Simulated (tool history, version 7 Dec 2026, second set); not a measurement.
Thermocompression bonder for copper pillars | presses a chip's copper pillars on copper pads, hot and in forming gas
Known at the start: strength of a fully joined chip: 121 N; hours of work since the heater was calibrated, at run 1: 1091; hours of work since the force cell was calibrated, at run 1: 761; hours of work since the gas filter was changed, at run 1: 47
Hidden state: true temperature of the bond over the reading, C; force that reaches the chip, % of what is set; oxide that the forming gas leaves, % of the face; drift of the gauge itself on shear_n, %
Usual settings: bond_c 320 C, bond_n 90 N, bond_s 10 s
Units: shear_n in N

run	day	bond_c	bond_n	bond_s	hours of work since the heater was calibrated	hours of work since the force cell was calibrated	hours of work since the gas filter was changed	shear_n
1	0.000	320	90	10	1091	761	47	38.9
2	2.896	296	90	10	1121	791	77	25.8
3	5.958	296	90	10	1152	823	109	25.2
4	7.658	345	90	10	1170	840	126	52.8
5	10.746	345	90	10	1202	872	158	52.1
# day 11.392: forming gas filter changed
6	12.488	298	90	10	1219	890	11	27.2
# day 13.929: force cell calibrated
7	14.662	298	90	10	1241	8	33	28.4
8	18.196	298	90	10	1278	44	70	27.9
9	21.571	298	90	10	1313	79	105	26.9
10	24.358	298	90	10	1342	108	133	27.1
11	26.000	320	90	10	1358	125	150	38.5
# day 27.417: forming gas filter changed
12	28.896	330	79	10	1388	154	15	43.3
13	32.042	338	79	12	1421	187	48	50.7
14	33.558	328	70	12	1436	203	63	41.1
15	36.896	328	70	12	1471	237	98	40.9
# day 38.575: heater calibrated with a thermocouple chip
16	38.596	328	70	12	0	254	115	43.7

Run 17 comes next. What will it give?
17	40.567	305	108	21	21	274	135	?

shear_n: 48.2 N
Without the tool's hidden state the same run would have given shear_n 51.2 N.
